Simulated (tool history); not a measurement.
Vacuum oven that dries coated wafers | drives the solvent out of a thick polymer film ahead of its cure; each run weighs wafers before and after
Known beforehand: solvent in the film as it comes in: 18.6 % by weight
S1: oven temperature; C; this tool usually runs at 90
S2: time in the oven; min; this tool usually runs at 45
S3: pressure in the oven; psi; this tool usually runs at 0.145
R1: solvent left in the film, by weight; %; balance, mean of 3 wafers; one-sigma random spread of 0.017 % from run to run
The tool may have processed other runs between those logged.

run    hour   S1  S2     S3    R1
  1       0   90  45  0.145  1.32
  2   108.4  102  45  0.145  0.49
  3   191.1   80  45  0.145  4.22
  4     258   90  45  0.146   1.4
  5   330.7   90  45  0.146  1.35
      342.2  -- vacuum gauge cleaned of residue and calibrated
  6   418.9   90  45  0.146  1.47
      436.1  -- oven's thermocouples calibrated
  7   479.3   90  45  0.146  1.56
  8   590.2   90  45  0.222  1.87
  9   710.1   94  45   0.11  0.87
 10   779.7   94  33  0.116  1.31
      883.5  -- vacuum gauge cleaned of residue and calibrated, once more
 11   886.1  104  45  0.145  0.41
 12  1003.1   81  27  0.193  6.57
 13  1100.1   90  45  0.426   2.5
 14  1186.3   76  36   0.58  9.26
 15  1307.6   76  36   0.58  9.25
 16  1418.7   80  65  0.138   2.5

Difference, measured minus no-hidden-state, one row per run. Run-to-run variation is common to both terms; the gauge's own scatter need not be:
The tool's hidden condition here consists of: true wafer temperature over the reading, C; true pressure over the reading, kPa; drift of the gauge itself on solvent_pct, %.
run     R1
  1  +0.06
  2  +0.08
  3  -0.06
  4  +0.04
  5  +0.04
  6  +0.12
  7  +0.23
  8  +0.22
  9   +0.2
 10  +0.18
 11     +0
 12  -0.17
 13  -0.07
 14  -0.21
 15  -0.24
 16  -0.15
